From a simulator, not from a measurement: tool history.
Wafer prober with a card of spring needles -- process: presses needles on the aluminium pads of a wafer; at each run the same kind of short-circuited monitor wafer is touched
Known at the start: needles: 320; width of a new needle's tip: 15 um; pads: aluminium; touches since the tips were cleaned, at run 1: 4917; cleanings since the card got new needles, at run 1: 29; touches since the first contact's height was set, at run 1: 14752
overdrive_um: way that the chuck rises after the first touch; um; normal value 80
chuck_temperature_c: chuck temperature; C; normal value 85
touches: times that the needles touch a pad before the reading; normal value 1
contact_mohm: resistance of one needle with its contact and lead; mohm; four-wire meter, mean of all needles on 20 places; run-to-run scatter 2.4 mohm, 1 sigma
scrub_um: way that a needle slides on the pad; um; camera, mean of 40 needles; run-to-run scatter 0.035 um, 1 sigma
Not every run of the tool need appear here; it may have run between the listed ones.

run	hour	overdrive_um	chuck_temperature_c	touches	touches since the tips were cleaned	cleanings since the card got new needles	touches since the first contact's height was set	contact_mohm	scrub_um
1	0	80	85	1	4917	29	14752	279	13.77
# hour 8.7: tips cleaned on abrasive film
# hour 39.1: tips cleaned on abrasive film
2	46.4	80	85	1	1727	31	25767	277	13.71
# hour 68.3: tips cleaned on abrasive film
# hour 97.8: tips cleaned on abrasive film
3	98.3	80	30	1	131	33	38126	266	13.72
# hour 127.5: tips cleaned on abrasive film
4	138.5	80	30	1	2618	34	47678	264	13.8
# hour 157.5: tips cleaned on abrasive film
5	176.5	80	85	1	4540	35	56739	281	13.74
# hour 186.3: tips cleaned on abrasive film
6	208.6	80	28	1	5328	36	64372	262	13.71
# hour 214.2: tips cleaned on abrasive film
7	234.3	80	28	1	4807	37	70485	262	13.68
# hour 242.6: tips cleaned on abrasive film
8	263.7	80	54	1	5033	38	77469	270	13.63
# hour 271.3: tips cleaned on abrasive film
# hour 303.4: tips cleaned on abrasive film
9	308.9	80	54	1	1314	40	88214	271	13.62
# hour 333.5: tips cleaned on abrasive film
10	341.9	80	54	1	2017	41	96061	276	13.66
# hour 364.7: tips cleaned on abrasive film
11	370.2	80	54	1	1296	42	102778	270	13.65
# hour 394.9: tips cleaned on abrasive film
12	410	80	85	1	3608	43	112261	281	13.61
# hour 423.7: tips cleaned on abrasive film
# hour 451.4: tips cleaned on abrasive film
13	460.5	89	85	1	2160	45	124261	276	15.07
# hour 480.2: tips cleaned on abrasive film
14	487.6	89	85	1	1768	46	130712	276	15.19
# hour 510: tips cleaned on abrasive film
15	520.1	81	97	1	2413	47	138449	278	13.77
# hour 541.8: tips cleaned on abrasive film
16	544.5	81	97	1	661	48	144247	282	13.73
# hour 571.4: tips cleaned on abrasive film
17	592.1	80	85	1	4944	49	155570	275	13.62
# hour 602: tips cleaned on abrasive film
# hour 630.6: tips cleaned on abrasive film
18	643.6	62	66	2	3106	51	167811	272	10.48
# hour 659.1: tips cleaned on abrasive film
19	667	75	38	1	1863	52	173368	269	12.72
# hour 687.6: tips cleaned on abrasive film
20	702.8	75	38	1	3626	53	181907	267	12.74
# hour 716.9: tips cleaned on abrasive film
# hour 745.4: tips cleaned on abrasive film
21	757.6	89	38	1	2904	55	194932	260	15.07
# hour 775.9: tips cleaned on abrasive film
# hour 803.8: tips cleaned on abrasive film
22	811.6	89	38	1	1864	57	207769	264	15.05
# hour 819.4: height of the first contact set anew
# hour 836: tips cleaned on abrasive film
23	840.1	89	39	3	958	58	4915	266	15.04
24	862.7	89	39	3	6373	58	10330	265	15.04
# hour 866.4: tips cleaned on abrasive film
# hour 898.3: tips cleaned on abrasive film
25	913.3	73	75	2	3574	60	22335	269	12.38
# hour 927.8: tips cleaned on abrasive film
# hour 959.5: tips cleaned on abrasive film
26	960.8	61	78	2	301	62	33623	279	10.27
# hour 988.8: tips cleaned on abrasive film
27	1005.2	61	78	2	3908	63	44198	284	10.28

For each entry between runs, how does the tool's hidden state at the last listed run before it compare with that at the first listed run after it?
Between runs 1 and 2: tips cleaned on abrasive film (hour 8.7); tips cleaned on abrasive film (hour 39.1)
  debris on the tips, nm: 3.2 -> 1.9; drift of the gauge itself on scrub_um, %: 0 -> -0.09
  what was measured, less what the result would be without the hidden state, scrub_um: +0 -> -0.02 um
Between runs 2 and 3: tips cleaned on abrasive film (hour 68.3); tips cleaned on abrasive film (hour 97.8)
  debris on the tips, nm: 1.9 -> 0.5; way that the needles fall short of the set height, um: 0.01 -> 0.02; drift of the gauge itself on scrub_um, %: -0.09 -> -0.19
  what was measured, less what the result would be without the hidden state, scrub_um: -0.02 -> -0.03 um
Between runs 3 and 4: tips cleaned on abrasive film (hour 127.5)
  debris on the tips, nm: 0.5 -> 2.5; drift of the gauge itself on scrub_um, %: -0.19 -> -0.27
  what was measured, less what the result would be without the hidden state, scrub_um: -0.03 -> -0.04 um
Between runs 4 and 5: tips cleaned on abrasive film (hour 157.5)
  debris on the tips, nm: 2.5 -> 3.3; way that the needles fall short of the set height, um: 0.02 -> 0.03; drift of the gauge itself on scrub_um, %: -0.27 -> -0.35
  what was measured, less what the result would be without the hidden state, scrub_um: -0.04 -> -0.06 um
Between runs 5 and 6: tips cleaned on abrasive film (hour 186.3)
  drift of the gauge itself on scrub_um, %: -0.35 -> -0.41
  what was measured, less what the result would be without the hidden state, scrub_um: -0.06 -> -0.06 um
Between runs 6 and 7: tips cleaned on abrasive film (hour 214.2)
  debris on the tips, nm: 3.3 -> 3; tips' diameter, um: 15.04 -> 15.05; drift of the gauge itself on scrub_um, %: -0.41 -> -0.46
  what was measured, less what the result would be without the hidden state, scrub_um: -0.06 -> -0.07 um
Between runs 7 and 8: tips cleaned on abrasive film (hour 242.6)
  debris on the tips, nm: 3 -> 3.3; way that the needles fall short of the set height, um: 0.03 -> 0.04; drift of the gauge itself on scrub_um, %: -0.46 -> -0.52
  what was measured, less what the result would be without the hidden state, scrub_um: -0.07 -> -0.07 um
Between runs 8 and 9: tips cleaned on abrasive film (hour 271.3); tips cleaned on abrasive film (hour 303.4)
  debris on the tips, nm: 3.3 -> 1.5; drift of the gauge itself on scrub_um, %: -0.52 -> -0.61
  what was measured, less what the result would be without the hidden state, scrub_um: -0.07 -> -0.1 um
Between runs 9 and 10: tips cleaned on abrasive film (hour 333.5)
  debris on the tips, nm: 1.5 -> 2; way that the needles fall short of the set height, um: 0.04 -> 0.05; drift of the gauge itself on scrub_um, %: -0.61 -> -0.68
  what was measured, less what the result would be without the hidden state, scrub_um: -0.1 -> -0.1 um
Between runs 10 and 11: tips cleaned on abrasive film (hour 364.7)
  debris on the tips, nm: 2 -> 1.4; drift of the gauge itself on scrub_um, %: -0.68 -> -0.73
  what was measured, less what the result would be without the hidden state, scrub_um: -0.1 -> -0.11 um
Between runs 11 and 12: tips cleaned on abrasive film (hour 394.9)
  debris on the tips, nm: 1.4 -> 2.6; way that the needles fall short of the set height, um: 0.05 -> 0.06; drift of the gauge itself on scrub_um, %: -0.73 -> -0.81
  what was measured, less what the result would be without the hidden state, scrub_um: -0.11 -> -0.12 um
Between runs 12 and 13: tips cleaned on abrasive film (hour 423.7); tips cleaned on abrasive film (hour 451.4)
  debris on the tips, nm: 2.6 -> 2.1; tips' diameter, um: 15.05 -> 15.06; drift of the gauge itself on scrub_um, %: -0.81 -> -0.91
  what was measured, less what the result would be without the hidden state, scrub_um: -0.12 -> -0.15 um
Between runs 13 and 14: tips cleaned on abrasive film (hour 480.2)
  debris on the tips, nm: 2.1 -> 1.9; way that the needles fall short of the set height, um: 0.06 -> 0.07; drift of the gauge itself on scrub_um, %: -0.91 -> -0.96
  what was measured, less what the result would be without the hidden state, scrub_um: -0.15 -> -0.15 um
Between runs 14 and 15: tips cleaned on abrasive film (hour 510)
  debris on the tips, nm: 1.9 -> 2.2; drift of the gauge itself on scrub_um, %: -0.96 -> -1.03
  what was measured, less what the result would be without the hidden state, scrub_um: -0.15 -> -0.16 um
Between runs 15 and 16: tips cleaned on abrasive film (hour 541.8)
  debris on the tips, nm: 2.2 -> 1.1; way that the needles fall short of the set height, um: 0.07 -> 0.08; drift of the gauge itself on scrub_um, %: -1.03 -> -1.08
  what was measured, less what the result would be without the hidden state, scrub_um: -0.16 -> -0.16 um
Between runs 16 and 17: tips cleaned on abrasive film (hour 571.4)
  debris on the tips, nm: 1.1 -> 3.3; drift of the gauge itself on scrub_um, %: -1.08 -> -1.17
  what was measured, less what the result would be without the hidden state, scrub_um: -0.16 -> -0.18 um
Between runs 17 and 18: tips cleaned on abrasive film (hour 602); tips cleaned on abrasive film (hour 630.6)
  debris on the tips, nm: 3.3 -> 2.5; way that the needles fall short of the set height, um: 0.08 -> 0.09; drift of the gauge itself on scrub_um, %: -1.17 -> -1.27
  what was measured, less what the result would be without the hidden state, scrub_um: -0.18 -> -0.15 um
Between runs 18 and 19: tips cleaned on abrasive film (hour 659.1)
  debris on the tips, nm: 2.5 -> 1.9; tips' diameter, um: 15.06 -> 15.07; drift of the gauge itself on scrub_um, %: -1.27 -> -1.32
  what was measured, less what the result would be without the hidden state, scrub_um: -0.15 -> -0.19 um
Between runs 19 and 20: tips cleaned on abrasive film (hour 687.6)
  debris on the tips, nm: 1.9 -> 2.7; drift of the gauge itself on scrub_um, %: -1.32 -> -1.39
  what was measured, less what the result would be without the hidden state, scrub_um: -0.19 -> -0.19 um
Between runs 20 and 21: tips cleaned on abrasive film (hour 716.9); tips cleaned on abrasive film (hour 745.4)
  debris on the tips, nm: 2.7 -> 2.6; way that the needles fall short of the set height, um: 0.09 -> 0.1; drift of the gauge itself on scrub_um, %: -1.39 -> -1.5
  what was measured, less what the result would be without the hidden state, scrub_um: -0.19 -> -0.25 um
Between runs 21 and 22: tips cleaned on abrasive film (hour 775.9); tips cleaned on abrasive film (hour 803.8)
  debris on the tips, nm: 2.6 -> 1.8; way that the needles fall short of the set height, um: 0.1 -> 0.11; drift of the gauge itself on scrub_um, %: -1.5 -> -1.6
  what was measured, less what the result would be without the hidden state, scrub_um: -0.25 -> -0.26 um
Between runs 22 and 23: height of the first contact set anew (hour 819.4); tips cleaned on abrasive film (hour 836)
  debris on the tips, nm: 1.8 -> 1.1; way that the needles fall short of the set height, um: 0.11 -> 0; drift of the gauge itself on scrub_um, %: -1.6 -> -1.66
  what was measured, less what the result would be without the hidden state, scrub_um: -0.26 -> -0.26 um
Between runs 24 and 25: tips cleaned on abrasive film (hour 866.4); tips cleaned on abrasive film (hour 898.3)
  debris on the tips, nm: 3.6 -> 2.7; way that the needles fall short of the set height, um: 0 -> 0.01; tips' diameter, um: 15.07 -> 15.08; drift of the gauge itself on scrub_um, %: -1.7 -> -1.8
  what was measured, less what the result would be without the hidden state, scrub_um: -0.26 -> -0.23 um
Between runs 25 and 26: tips cleaned on abrasive film (hour 927.8); tips cleaned on abrasive film (hour 959.5)
  debris on the tips, nm: 2.7 -> 0.8; way that the needles fall short of the set height, um: 0.01 -> 0.02; drift of the gauge itself on scrub_um, %: -1.8 -> -1.9
  what was measured, less what the result would be without the hidden state, scrub_um: -0.23 -> -0.2 um
Between runs 26 and 27: tips cleaned on abrasive film (hour 988.8)
  debris on the tips, nm: 0.8 -> 3; drift of the gauge itself on scrub_um, %: -1.9 -> -1.99
  what was measured, less what the result would be without the hidden state, scrub_um: -0.2 -> -0.21 um
